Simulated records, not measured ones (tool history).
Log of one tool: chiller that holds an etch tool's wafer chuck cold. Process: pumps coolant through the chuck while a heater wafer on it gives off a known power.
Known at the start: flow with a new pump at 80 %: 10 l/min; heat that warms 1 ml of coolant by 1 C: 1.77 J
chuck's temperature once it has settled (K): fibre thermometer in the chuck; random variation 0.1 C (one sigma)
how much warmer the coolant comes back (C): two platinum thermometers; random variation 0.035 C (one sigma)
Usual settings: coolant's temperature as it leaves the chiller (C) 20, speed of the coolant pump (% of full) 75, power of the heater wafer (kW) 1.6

| run | hour | coolant's temperature as it leaves the chiller (C) | speed of the coolant pump (% of full) | power of the heater wafer (kW) | chuck's temperature once it has settled (K) | how much warmer the coolant comes back (C) |
|---|---|---|---|---|---|---|
| 1 | 0 | 20 | 75 | 1.6 | 305.45 | 5.84 |
| 2 | 42.3 | 20 | 75 | 1.6 | 305.25 | 5.89 |
| 3 | 79.2 | 20 | 75 | 1.6 | 305.55 | 5.84 |
| 4 | 130.2 | 20 | 75 | 1.6 | 305.15 | 5.88 |
| 5 | 180.3 | 20 | 75 | 1.6 | 305.15 | 5.89 |
| 6 | 228.5 | 20 | 75 | 1.6 | 305.45 | 6.01 |
| 7 | 251.5 | 11 | 75 | 0.867 | 290.65 | 3.32 |
| 8 | 298.7 | 11 | 71 | 1.181 | 293.25 | 4.7 |
| 9 | 321.6 | 10 | 85 | 1.503 | 293.45 | 4.96 |
| 10 | 356.4 | 10 | 85 | 1.503 | 293.55 | 4.89 |
| 11 | 387.9 | 22 | 65 | 0.981 | 303.45 | 4.37 |
| 12 | 412.5 | 20 | 67 | 1.6 | 306.35 | 6.84 |

5 ways to go on from here, each from the tool as it stands after run 12. What would each give?
| A | 454.6 | 30 | 78 | 1.8 | ? | ? |
| B | 454.6 | 11 | 96 | 1.6 | ? | ? |
| C | 454.6 | 20 | 75 | 0.804 | ? | ? |
| D | 454.6 | 20 | 75 | 2.26 | ? | ? |
| E | 454.6 | 14 | 67 | 1.508 | ? | ? |

| run | chuck's temperature once it has settled (K) | how much warmer the coolant comes back (C) |
|---|---|---|
| A | 316.25 | 6.5 |
| B | 294.25 | 4.66 |
| C | 299.15 | 3.15 |
| D | 310.15 | 8.49 |
| E | 299.65 | 6.49 |
Without the tool's hidden state the same runs would have given:
| run | chuck's temperature once it has settled (K) | how much warmer the coolant comes back (C) |
|---|---|---|
| A | 316.25 | 6.25 |
| B | 294.25 | 4.41 |
| C | 299.15 | 2.9 |
| D | 310.15 | 8.24 |
| E | 299.65 | 6.25 |

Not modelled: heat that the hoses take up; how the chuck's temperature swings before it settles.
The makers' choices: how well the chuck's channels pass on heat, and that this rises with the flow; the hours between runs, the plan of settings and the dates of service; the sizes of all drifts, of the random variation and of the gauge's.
